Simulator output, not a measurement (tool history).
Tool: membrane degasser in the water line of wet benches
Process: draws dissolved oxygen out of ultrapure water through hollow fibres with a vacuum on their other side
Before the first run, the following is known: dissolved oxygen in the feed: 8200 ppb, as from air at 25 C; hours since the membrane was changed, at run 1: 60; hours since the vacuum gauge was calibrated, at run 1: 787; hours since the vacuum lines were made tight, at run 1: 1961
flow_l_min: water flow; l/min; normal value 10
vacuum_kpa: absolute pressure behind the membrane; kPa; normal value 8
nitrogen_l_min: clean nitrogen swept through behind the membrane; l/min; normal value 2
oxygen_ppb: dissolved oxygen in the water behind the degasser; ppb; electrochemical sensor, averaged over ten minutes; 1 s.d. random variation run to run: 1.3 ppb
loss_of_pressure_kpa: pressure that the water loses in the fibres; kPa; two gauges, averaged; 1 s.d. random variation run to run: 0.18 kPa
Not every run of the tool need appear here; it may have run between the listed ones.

| run | hour | flow_l_min | vacuum_kpa | nitrogen_l_min | hours since the membrane was changed | hours since the vacuum gauge was calibrated | hours since the vacuum lines were made tight | oxygen_ppb | loss_of_pressure_kpa |
|---|---|---|---|---|---|---|---|---|---|
| 1 | 0 | 10 | 8 | 2 | 60 | 787 | 1961 | 122.4 | 31.37 |
| 2 | 49.6 | 10 | 8 | 2 | 110 | 836 | 2011 | 124.6 | 30.74 |
| 3 | 93.6 | 10 | 8 | 2 | 154 | 880 | 2055 | 123.6 | 30.76 |
| 4 | 143.5 | 10 | 8 | 2 | 204 | 930 | 2105 | 124.4 | 30.82 |
|  | 146.6 | vacuum gauge calibrated |
| 5 | 173.5 | 10 | 8 | 2 | 233 | 27 | 2134 | 123.3 | 30.91 |
| 6 | 209.2 | 16 | 8 | 2 | 269 | 63 | 2170 | 290.3 | 49.64 |
| 7 | 237.8 | 8 | 17.77 | 2 | 297 | 91 | 2199 | 176.9 | 24.71 |
| 8 | 284.1 | 12 | 8 | 4.18 | 344 | 137 | 2245 | 138.7 | 37.3 |
|  | 299.2 | vacuum gauge calibrated, once more |
| 9 | 338.3 | 9 | 6.57 | 1.09 | 397 | 39 | 2299 | 116.9 | 27.81 |
| 10 | 371 | 6 | 8 | 0.96 | 430 | 72 | 2331 | 89.3 | 18.33 |
| 11 | 409 | 6 | 8 | 0.96 | 468 | 110 | 2369 | 89.4 | 18.73 |

Forecast each of these 3 alternatives for the next run:
| A | 434.6 | 10 | 15.52 | 2 | 494 | 135 | 2395 | ? | ? |
| B | 434.6 | 12 | 5.41 | 1.55 | 494 | 135 | 2395 | ? | ? |
| C | 434.6 | 12 | 8 | 0.96 | 494 | 135 | 2395 | ? | ? |

| run | oxygen_ppb | loss_of_pressure_kpa |
|---|---|---|
| A | 215 | 31.17 |
| B | 147.4 | 37.19 |
| C | 241.8 | 37.22 |
Without the tool's unlogged condition, the same runs would have read:
| run | oxygen_ppb | loss_of_pressure_kpa |
|---|---|---|
| A | 209.7 | 31.08 |
| B | 144.7 | 37.08 |
| C | 237.3 | 37.11 |
